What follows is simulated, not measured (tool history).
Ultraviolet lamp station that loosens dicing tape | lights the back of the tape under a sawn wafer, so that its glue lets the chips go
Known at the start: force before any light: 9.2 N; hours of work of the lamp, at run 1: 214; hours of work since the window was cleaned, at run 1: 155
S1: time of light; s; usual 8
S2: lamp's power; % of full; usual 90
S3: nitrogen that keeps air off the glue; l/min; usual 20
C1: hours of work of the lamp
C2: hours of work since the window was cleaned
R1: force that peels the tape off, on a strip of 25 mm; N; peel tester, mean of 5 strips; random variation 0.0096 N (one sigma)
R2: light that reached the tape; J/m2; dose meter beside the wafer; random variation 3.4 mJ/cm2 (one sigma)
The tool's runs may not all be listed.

run	hour	S1	S2	S3	C1	C2	R1	R2
1	0	8	90	20	214	155	0.49	5230
2	28.3	8	60	20	230	171	1.15	3390
3	83.5	9	90	20	261	202	0.41	5690
4	123	9	90	20	283	223	0.423	5640
5	159.7	7	90	20	303	244	0.701	4270
6	216.8	7	90	20	335	276	0.712	4240
7	252.4	8	90	20	355	295	0.564	4860
8	308.3	9	90	20	386	326	0.455	5370
9	357.8	9	90	20	413	354	0.459	5260
10	383.1	9	90	20	427	368	0.471	5190
11	419.6	8	90	20	448	388	0.649	4580
12	468.5	8	90	20	475	415	0.633	4530
13	515.8	8	75	20	501	442	0.931	3690
14	565.3	8	75	20	529	469	1.005	3700
15	599.1	8	75	20	547	488	0.987	3630
16	648.7	8	75	20	575	516	0.988	3620
17	696.8	8	90	20	602	542	0.717	4280
18	748.9	8	90	20	631	571	0.717	4160
19	782	8	90	8	649	590	1.555	4130
# hour 841.6: window cleaned of glue's vapour
20	841.6	8	72	8	682	0	2.767	2880
21	881.4	8	72	8	704	22	2.701	2790
22	922.8	8	90	32	727	45	0.784	3490
23	948.4	8	71	15	741	59	2.018	2740
24	1001.1	8	71	15	771	89	2.051	2740
# hour 1055.9: window cleaned of glue's vapour, once more
25	1057	13	80	39	801	1	0.229	6810
26	1113.4	10	82	10	833	32	0.824	5290
27	1140.6	12	90	17	848	47	0.305	6960
28	1167.3	12	90	30	863	62	0.24	6900
29	1194.5	15	63	30	878	77	0.269	5960
30	1248.5	15	63	30	908	107	0.286	5960
31	1302.9	5	89	20	938	137	1.567	2760
32	1335	5	89	20	956	155	1.659	2700
33	1365.6	5	91	33	973	172	1.261	2750
34	1393.2	8	90	7	988	187	1.576	4260
35	1431.4	9	90	7	1009	209	1.347	4800
36	1460.2	9	90	7	1025	225	1.404	4790
37	1485.2	9	90	7	1039	239	1.398	4690
38	1532.9	9	90	7	1066	265	1.421	4730
39	1573.1	10	86	25	1088	287	0.458	4880
40	1600.6	10	86	25	1103	303	0.464	4860
41	1627.8	5	77	6	1118	318	4.036	2160
42	1684.3	14	81	10	1150	349	0.57	6240

Measured less the same run without the tool's hidden state. The same run-to-run variation is in both; the gauge's scatter may not be:
The hidden state here: lamp's light, % of a new lamp's; light that the window lets through, % of a clean one's; drift of the gauge itself on peel_n, %; drift of the gauge itself on dose_mj_cm2, %.
run	R1	R2
1	+0.077	-450
2	+0.185	-320
3	+0.074	-640
4	+0.082	-700
5	+0.163	-580
6	+0.183	-640
7	+0.152	-800
8	+0.124	-970
9	+0.134	-1040
10	+0.14	-1070
11	+0.213	-1000
12	+0.225	-1070
13	+0.346	-940
14	+0.39	-1000
15	+0.397	-1030
16	+0.416	-1080
17	+0.315	-1350
18	+0.326	-1400
19	+0.662	-1470
20	+1.33	-1620
21	+1.32	-1650
22	+0.475	-2120
23	+1.153	-1690
24	+1.197	-1780
25	+0.019	-1240
26	+0.26	-1060
27	+0.069	-1460
28	+0.031	-1510
29	+0.059	-1370
30	+0.065	-1460
31	+0.532	-740
32	+0.576	-750
33	+0.494	-780
34	+0.586	-1270
35	+0.546	-1490
36	+0.579	-1550
37	+0.589	-1560
38	+0.618	-1650
39	+0.189	-1780
40	+0.199	-1830
41	+1.095	-840
42	+0.284	-2580

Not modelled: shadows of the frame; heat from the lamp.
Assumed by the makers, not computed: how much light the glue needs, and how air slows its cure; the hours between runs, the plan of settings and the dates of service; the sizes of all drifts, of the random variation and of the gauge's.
